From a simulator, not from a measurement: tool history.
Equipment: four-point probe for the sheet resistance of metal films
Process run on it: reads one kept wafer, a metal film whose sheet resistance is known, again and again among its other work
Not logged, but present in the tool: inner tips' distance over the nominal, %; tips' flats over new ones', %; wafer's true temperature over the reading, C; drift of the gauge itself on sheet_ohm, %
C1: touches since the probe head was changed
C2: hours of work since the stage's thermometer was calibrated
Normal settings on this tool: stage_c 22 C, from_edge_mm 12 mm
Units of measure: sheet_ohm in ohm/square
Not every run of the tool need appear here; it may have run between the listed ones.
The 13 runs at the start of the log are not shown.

run 14 day=6.017 | stage_c=22 from_edge_mm=24 | C1=7123 C2=191 | sheet_ohm=0.035076
run 15 day=6.608 | stage_c=22 from_edge_mm=24 | C1=7274 C2=198 | sheet_ohm=0.035068
run 16 day=7.258 | stage_c=22 from_edge_mm=24 | C1=7439 C2=206 | sheet_ohm=0.035076
run 17 day=7.604 | stage_c=22 from_edge_mm=24 | C1=7527 C2=210 | sheet_ohm=0.035067
run 18 day=7.925 | stage_c=22 from_edge_mm=24 | C1=7609 C2=214 | sheet_ohm=0.035061
run 19 day=8.188 | stage_c=22 from_edge_mm=24 | C1=7676 C2=217 | sheet_ohm=0.035074
run 20 day=8.696 | stage_c=22 from_edge_mm=24 | C1=7806 C2=224 | sheet_ohm=0.035061
run 21 day=9.217 | stage_c=18 from_edge_mm=63 | C1=7938 C2=230 | sheet_ohm=0.035226
run 22 day=9.517 | stage_c=18 from_edge_mm=63 | C1=8014 C2=233 | sheet_ohm=0.035218
run 23 day=10.067 | stage_c=19 from_edge_mm=20 | C1=8155 C2=240 | sheet_ohm=0.035188
-- day=10.146 stage's thermometer calibrated
run 24 day=10.554 | stage_c=19 from_edge_mm=15 | C1=8273 C2=5 | sheet_ohm=0.035214
run 25 day=11.112 | stage_c=35 from_edge_mm=15 | C1=8416 C2=12 | sheet_ohm=0.034591
run 26 day=11.388 | stage_c=35 from_edge_mm=15 | C1=8486 C2=15 | sheet_ohm=0.034605
-- day=11.700 stage's thermometer calibrated, once more
run 27 day=11.700 | stage_c=30 from_edge_mm=5 | C1=8560 C2=0 | sheet_ohm=0.035038
run 28 day=12.350 | stage_c=30 from_edge_mm=68 | C1=8725 C2=8 | sheet_ohm=0.034741

Run 29 has not been measured yet. What should we expect?
run 29 day=12.617 | stage_c=26 from_edge_mm=20 | C1=8794 C2=11 | sheet_ohm=?

sheet_ohm: 0.034909 ohm/square
The same run, on a tool lacking any hidden state, would have yielded sheet_ohm 0.034899 ohm/square.
